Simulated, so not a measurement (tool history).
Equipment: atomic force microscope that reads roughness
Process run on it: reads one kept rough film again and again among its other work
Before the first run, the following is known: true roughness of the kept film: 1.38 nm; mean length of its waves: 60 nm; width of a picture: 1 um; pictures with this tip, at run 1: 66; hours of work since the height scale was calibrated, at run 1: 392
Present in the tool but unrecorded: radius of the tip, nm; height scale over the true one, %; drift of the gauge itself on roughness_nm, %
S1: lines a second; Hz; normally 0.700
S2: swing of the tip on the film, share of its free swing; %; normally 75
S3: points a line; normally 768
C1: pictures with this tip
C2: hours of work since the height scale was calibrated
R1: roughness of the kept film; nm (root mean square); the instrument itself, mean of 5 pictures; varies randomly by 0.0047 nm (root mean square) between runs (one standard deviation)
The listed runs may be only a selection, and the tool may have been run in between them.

{"run": 1, "day": 0.0, "S1": 0.7, "S2": 75, "S3": 768, "C1": 66, "C2": 392, "R1": 1.286}
{"day": 0.817, "done": "new tip fitted"}
{"run": 2, "day": 1.992, "S1": 0.7, "S2": 75, "S3": 500, "C1": 50, "C2": 419, "R1": 1.302}
{"day": 3.221, "done": "new tip fitted"}
{"run": 3, "day": 3.308, "S1": 0.7, "S2": 75, "S3": 768, "C1": 4, "C2": 436, "R1": 1.345}
{"day": 5.625, "done": "new tip fitted"}
{"run": 4, "day": 5.625, "S1": 0.7, "S2": 63, "S3": 768, "C1": 0, "C2": 467, "R1": 1.353}
{"run": 5, "day": 7.033, "S1": 0.85, "S2": 75, "S3": 768, "C1": 59, "C2": 485, "R1": 1.291}
{"day": 8.021, "done": "new tip fitted"}
{"run": 6, "day": 8.717, "S1": 0.664, "S2": 63, "S3": 719, "C1": 29, "C2": 508, "R1": 1.329}
{"day": 8.954, "done": "height scale calibrated on a step standard"}
{"run": 7, "day": 10.217, "S1": 0.664, "S2": 63, "S3": 719, "C1": 91, "C2": 17, "R1": 1.29}
{"day": 10.462, "done": "new tip fitted"}
{"run": 8, "day": 11.9, "S1": 0.823, "S2": 63, "S3": 841, "C1": 60, "C2": 39, "R1": 1.305}
{"day": 12.808, "done": "new tip fitted"}
{"day": 13.342, "done": "height scale calibrated on a step standard, once more"}
{"run": 9, "day": 13.692, "S1": 2.87, "S2": 59, "S3": 841, "C1": 36, "C2": 5, "R1": 1.291}
{"day": 15.246, "done": "new tip fitted"}
{"run": 10, "day": 16.058, "S1": 0.838, "S2": 84, "S3": 445, "C1": 34, "C2": 36, "R1": 1.305}

Branching from run 10: 4 alternative next runs. What would each branch give?
{"run": "A", "day": 17.321, "S1": 0.838, "S2": 61, "S3": 445, "C1": 87, "C2": 53, "R1": "?"}
{"run": "B", "day": 17.321, "S1": 0.625, "S2": 84, "S3": 445, "C1": 87, "C2": 53, "R1": "?"}
{"run": "C", "day": 17.321, "S1": 0.7, "S2": 78, "S3": 768, "C1": 87, "C2": 53, "R1": "?"}
{"run": "D", "day": 17.321, "S1": 0.7, "S2": 74, "S3": 768, "C1": 87, "C2": 53, "R1": "?"}

run=A R1=1.280
run=B R1=1.261
run=C R1=1.275
run=D R1=1.277
What these runs would have given with no unlogged condition in the tool:
run=A R1=1.345
run=B R1=1.325
run=C R1=1.340
run=D R1=1.342
